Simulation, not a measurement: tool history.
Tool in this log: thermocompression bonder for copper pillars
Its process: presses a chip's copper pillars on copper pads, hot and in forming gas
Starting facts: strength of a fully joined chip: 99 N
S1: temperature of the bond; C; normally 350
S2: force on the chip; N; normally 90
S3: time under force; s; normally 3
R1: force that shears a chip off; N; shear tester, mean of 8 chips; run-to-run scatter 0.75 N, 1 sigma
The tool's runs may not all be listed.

run,hour,S1,S2,S3,R1
1,0.0,350,90,3,49.5
2,8.6,350,90,3,48.7
3,16.3,350,90,3,49.2
4,23.7,350,123,3,62.8
# hour 33.2: forming gas filter changed
5,33.2,350,123,3,68.2
6,43.0,350,61,3,36.2
7,51.5,350,90,3,50.5
8,57.3,321,64,3,27.3
9,62.5,321,64,3,27.6
10,67.0,321,64,3,27.0
11,76.7,358,57,4,39.4
12,84.4,358,78,7,63.7
13,91.0,373,124,3,76.8

Forecast each of these 3 alternatives for the next run:
A,99.7,373,124,4,?
B,99.7,373,74,2,?
C,99.7,361,95,3,?

run,R1
A,82.6
B,45.8
C,61.0
Without the tool's hidden state the same runs would have given:
run,R1
A,85.5
B,48.7
C,64.3

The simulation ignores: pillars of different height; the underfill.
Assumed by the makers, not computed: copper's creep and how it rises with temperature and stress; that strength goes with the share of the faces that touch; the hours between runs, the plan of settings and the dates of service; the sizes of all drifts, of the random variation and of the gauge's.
